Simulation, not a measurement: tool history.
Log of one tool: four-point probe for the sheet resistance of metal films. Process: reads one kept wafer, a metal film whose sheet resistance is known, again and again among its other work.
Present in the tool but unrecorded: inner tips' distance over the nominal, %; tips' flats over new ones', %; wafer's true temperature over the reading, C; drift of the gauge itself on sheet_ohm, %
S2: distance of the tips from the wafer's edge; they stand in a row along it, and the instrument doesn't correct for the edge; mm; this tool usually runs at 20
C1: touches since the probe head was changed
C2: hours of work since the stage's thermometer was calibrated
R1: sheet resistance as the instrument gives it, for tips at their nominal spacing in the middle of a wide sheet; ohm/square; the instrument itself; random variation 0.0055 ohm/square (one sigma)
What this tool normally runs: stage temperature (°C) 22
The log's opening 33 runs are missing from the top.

{"run": 34, "hour": 1020.3, "stage temperature (°C)": 18, "S2": 30, "C1": 24434, "C2": 355, "R1": 27.662675}
{"run": 35, "hour": 1056.2, "stage temperature (°C)": 18, "S2": 30, "C1": 24969, "C2": 372, "R1": 27.668923}
{"run": 36, "hour": 1089.3, "stage temperature (°C)": 34, "S2": 4, "C1": 25462, "C2": 387, "R1": 27.862813}
{"run": 37, "hour": 1116.7, "stage temperature (°C)": 29, "S2": 18, "C1": 25872, "C2": 399, "R1": 27.56502}
{"run": 38, "hour": 1155.0, "stage temperature (°C)": 20, "S2": 19, "C1": 26444, "C2": 417, "R1": 27.642528}
{"run": 39, "hour": 1177.6, "stage temperature (°C)": 31, "S2": 20, "C1": 26781, "C2": 428, "R1": 27.533864}
{"run": 40, "hour": 1200.9, "stage temperature (°C)": 27, "S2": 16, "C1": 27128, "C2": 438, "R1": 27.593623}
{"run": 41, "hour": 1238.8, "stage temperature (°C)": 27, "S2": 16, "C1": 27695, "C2": 456, "R1": 27.587804}
{"run": 42, "hour": 1257.4, "stage temperature (°C)": 31, "S2": 73, "C1": 27972, "C2": 464, "R1": 27.522196}
{"run": 43, "hour": 1285.0, "stage temperature (°C)": 31, "S2": 73, "C1": 28383, "C2": 477, "R1": 27.520666}
{"run": 44, "hour": 1308.9, "stage temperature (°C)": 31, "S2": 73, "C1": 28741, "C2": 488, "R1": 27.52307}
{"run": 45, "hour": 1327.1, "stage temperature (°C)": 27, "S2": 52, "C1": 29013, "C2": 497, "R1": 27.568632}
{"run": 46, "hour": 1365.9, "stage temperature (°C)": 35, "S2": 8, "C1": 29592, "C2": 514, "R1": 27.569446}

Forecast each of these 3 alternatives for the next run:
{"run": "A", "hour": 1405.4, "stage temperature (°C)": 20, "S2": 65, "C1": 30181, "C2": 533, "R1": "?"}
{"run": "B", "hour": 1405.4, "stage temperature (°C)": 20, "S2": 17, "C1": 30181, "C2": 533, "R1": "?"}
{"run": "C", "hour": 1405.4, "stage temperature (°C)": 32, "S2": 54, "C1": 30181, "C2": 533, "R1": "?"}

run=A R1=27.630162
run=B R1=27.643965
run=C R1=27.509449
Without the tool's hidden state the same runs would have given:
run=A R1=27.717817
run=B R1=27.731659
run=C R1=27.597045
